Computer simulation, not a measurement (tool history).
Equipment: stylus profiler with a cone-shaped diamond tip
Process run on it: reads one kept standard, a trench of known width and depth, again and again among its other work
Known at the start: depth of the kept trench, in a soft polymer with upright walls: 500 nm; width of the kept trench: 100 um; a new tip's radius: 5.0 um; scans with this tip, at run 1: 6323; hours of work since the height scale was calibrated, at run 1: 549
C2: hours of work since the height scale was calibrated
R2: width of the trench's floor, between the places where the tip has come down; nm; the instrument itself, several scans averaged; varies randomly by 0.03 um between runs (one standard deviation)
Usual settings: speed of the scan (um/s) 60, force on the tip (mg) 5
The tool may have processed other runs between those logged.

Run 1, hour 0: usual settings; scans with this tip 6323; C2 549. Result: depth of the trench (Å) 5103.3, R2 95460 nm.
Run 2, hour 139.5: usual settings but speed of the scan (um/s) 131; scans with this tip 7075; C2 614. Result: depth of the trench (Å) 5102.4, R2 95250 nm.
Run 3, hour 205.7: usual settings but speed of the scan (um/s) 131; scans with this tip 7432; C2 645. Result: depth of the trench (Å) 5104.2, R2 95210 nm.
Run 4, hour 335.9: usual settings; scans with this tip 8134; C2 706. Result: depth of the trench (Å) 5103, R2 95450 nm.
Run 5, hour 471.6: usual settings; scans with this tip 8867; C2 770. Result: depth of the trench (Å) 5103.1, R2 95400 nm.
Run 6, hour 581.8: usual settings; scans with this tip 9461; C2 822. Result: depth of the trench (Å) 5103.7, R2 95460 nm.
Run 7, hour 720.8: usual settings; scans with this tip 10211; C2 887. Result: depth of the trench (Å) 5102.4, R2 95410 nm.
At hour 756.2: height scale calibrated on a step standard.
Run 8, hour 810: usual settings but force on the tip (mg) 3.81; scans with this tip 10689; C2 25. Result: depth of the trench (Å) 5085.5, R2 95420 nm.
Run 9, hour 939.8: usual settings but force on the tip (mg) 3.81; scans with this tip 11390; C2 86. Result: depth of the trench (Å) 5085.4, R2 95480 nm.
Run 10, hour 1028.1: usual settings but force on the tip (mg) 3.81; scans with this tip 11866; C2 127. Result: depth of the trench (Å) 5086.2, R2 95400 nm.
Run 11, hour 1096.9: usual settings but force on the tip (mg) 8.64; scans with this tip 12237; C2 160. Result: depth of the trench (Å) 5149, R2 95520 nm.
Run 12, hour 1164.4: usual settings but force on the tip (mg) 8.64; scans with this tip 12601; C2 191. Result: depth of the trench (Å) 5149.2, R2 95480 nm.
Run 13, hour 1244.4: usual settings but force on the tip (mg) 14.03; scans with this tip 13033; C2 229. Result: depth of the trench (Å) 5207.2, R2 95470 nm.
At hour 1364.5: new tip fitted, height scale calibrated.
Run 14, hour 1368.3: usual settings but force on the tip (mg) 14.03; scans with this tip 20; C2 2. Result: depth of the trench (Å) 5206.9, R2 95490 nm.
Run 15, hour 1463.9: usual settings but force on the tip (mg) 3.29; scans with this tip 536; C2 47. Result: depth of the trench (Å) 5078.4, R2 95430 nm.
Run 16, hour 1523.4: usual settings but force on the tip (mg) 3.22; scans with this tip 857; C2 74. Result: depth of the trench (Å) 5078.5, R2 95420 nm.
Run 17, hour 1601.4: usual settings but force on the tip (mg) 3.22; scans with this tip 1277; C2 111. Result: depth of the trench (Å) 5076.9, R2 95430 nm.
Run 18, hour 1692.6: usual settings but force on the tip (mg) 6.57; scans with this tip 1769; C2 154. Result: depth of the trench (Å) 5124.5, R2 95490 nm.
Run 19, hour 1782.7: usual settings; scans with this tip 2255; C2 196. Result: depth of the trench (Å) 5102.3, R2 95430 nm.
Run 20, hour 1867.9: usual settings but speed of the scan (um/s) 73; scans with this tip 2715; C2 236. Result: depth of the trench (Å) 5103.7, R2 95420 nm.
Run 21, hour 2001.4: usual settings but speed of the scan (um/s) 73; scans with this tip 3435; C2 298. Result: depth of the trench (Å) 5104.9, R2 95400 nm.
Run 22, hour 2081.7: usual settings but speed of the scan (um/s) 73; scans with this tip 3869; C2 336. Result: depth of the trench (Å) 5103.3, R2 95440 nm.
Run 23, hour 2147.2: usual settings but speed of the scan (um/s) 230, force on the tip (mg) 3.91; scans with this tip 4222; C2 367. Result: depth of the trench (Å) 5086.7, R2 94860 nm.
Run 24, hour 2260.6: usual settings but force on the tip (mg) 5.62; scans with this tip 4833; C2 420. Result: depth of the trench (Å) 5111.4, R2 95480 nm.
Run 25, hour 2368.6: usual settings but speed of the scan (um/s) 145, force on the tip (mg) 8.8; scans with this tip 5416; C2 470. Result: depth of the trench (Å) 5151.8, R2 95330 nm.
Run 26, hour 2459.4: usual settings but speed of the scan (um/s) 204, force on the tip (mg) 9.61; scans with this tip 5906; C2 513. Result: depth of the trench (Å) 5160, R2 95200 nm.
Run 27, hour 2579.6: usual settings but speed of the scan (um/s) 62, force on the tip (mg) 3.46; scans with this tip 6554; C2 569. Result: depth of the trench (Å) 5080.6, R2 95430 nm.
Run 28, hour 2669.2: usual settings but speed of the scan (um/s) 62, force on the tip (mg) 3.46; scans with this tip 7037; C2 611. Result: depth of the trench (Å) 5081.4, R2 95460 nm.
Run 29, hour 2736.1: usual settings but speed of the scan (um/s) 52, force on the tip (mg) 3.91; scans with this tip 7398; C2 642. Result: depth of the trench (Å) 5087.1, R2 95460 nm.
Run 30, hour 2849.5: usual settings but speed of the scan (um/s) 52, force on the tip (mg) 3.91; scans with this tip 8010; C2 696. Result: depth of the trench (Å) 5088.5, R2 95480 nm.
Run 31, hour 2922.9: usual settings but speed of the scan (um/s) 107, force on the tip (mg) 4.08; scans with this tip 8406; C2 730. Result: depth of the trench (Å) 5090.4, R2 95270 nm.
Run 32, hour 3025.9: usual settings but speed of the scan (um/s) 57, force on the tip (mg) 6.74; scans with this tip 8962; C2 778. Result: depth of the trench (Å) 5127.2, R2 95500 nm.
Run 33, hour 3115.2: usual settings but speed of the scan (um/s) 57, force on the tip (mg) 6.74; scans with this tip 9443; C2 820. Result: depth of the trench (Å) 5127.5, R2 95460 nm.
Run 34, hour 3248.1: usual settings but speed of the scan (um/s) 28, force on the tip (mg) 6.66; scans with this tip 10161; C2 882. Result: depth of the trench (Å) 5125.1, R2 95590 nm.
At hour 3295.1: height scale calibrated on a step standard.
Run 35, hour 3374.3: usual settings but speed of the scan (um/s) 28, force on the tip (mg) 6.66; scans with this tip 10838; C2 37. Result: depth of the trench (Å) 5124.4, R2 95540 nm.
Run 36, hour 3459.9: usual settings but speed of the scan (um/s) 28, force on the tip (mg) 6.66; scans with this tip 11300; C2 77. Result: depth of the trench (Å) 5126.4, R2 95520 nm.
Run 37, hour 3560.6: usual settings but speed of the scan (um/s) 23; scans with this tip 11843; C2 124. Result: depth of the trench (Å) 5102.6, R2 95550 nm.
Run 38, hour 3688.2: usual settings but speed of the scan (um/s) 46, force on the tip (mg) 9.6; scans with this tip 12532; C2 184. Result: depth of the trench (Å) 5160.6, R2 95470 nm.
Run 39, hour 3754.3: usual settings but speed of the scan (um/s) 219, force on the tip (mg) 10.53; scans with this tip 12888; C2 215. Result: depth of the trench (Å) 5171.4, R2 95170 nm.
Run 40, hour 3868.7: usual settings but speed of the scan (um/s) 16, force on the tip (mg) 5.2; scans with this tip 13505; C2 269. Result: depth of the trench (Å) 5107.3, R2 95590 nm.

Forecast each of these 3 alternatives for the next run:
At hour 3909.4: new tip fitted, height scale calibrated.
Run A, hour 3932: usual settings but speed of the scan (um/s) 16, force on the tip (mg) 2.66; scans with this tip 122; C2 11. Result: depth of the trench (Å) ?, R2 ?.
At hour 3909.4: new tip fitted, height scale calibrated.
Run B, hour 3932: usual settings but speed of the scan (um/s) 31, force on the tip (mg) 3.51; scans with this tip 122; C2 11. Result: depth of the trench (Å) ?, R2 ?.
At hour 3909.4: new tip fitted, height scale calibrated.
Run C, hour 3932: usual settings but speed of the scan (um/s) 27; scans with this tip 122; C2 11. Result: depth of the trench (Å) ?, R2 ?.

run  depth of the trench (Å)     R2
  A                   5067.7  95590
  B                   5081.4  95570
  C                   5103.3  95570
Take away the tool's hidden state, keep each run's random variation, and the runs would have read:
run  depth of the trench (Å)     R2
  A                   5067.7  95590
  B                   5081.4  95570
  C                   5103.3  95570

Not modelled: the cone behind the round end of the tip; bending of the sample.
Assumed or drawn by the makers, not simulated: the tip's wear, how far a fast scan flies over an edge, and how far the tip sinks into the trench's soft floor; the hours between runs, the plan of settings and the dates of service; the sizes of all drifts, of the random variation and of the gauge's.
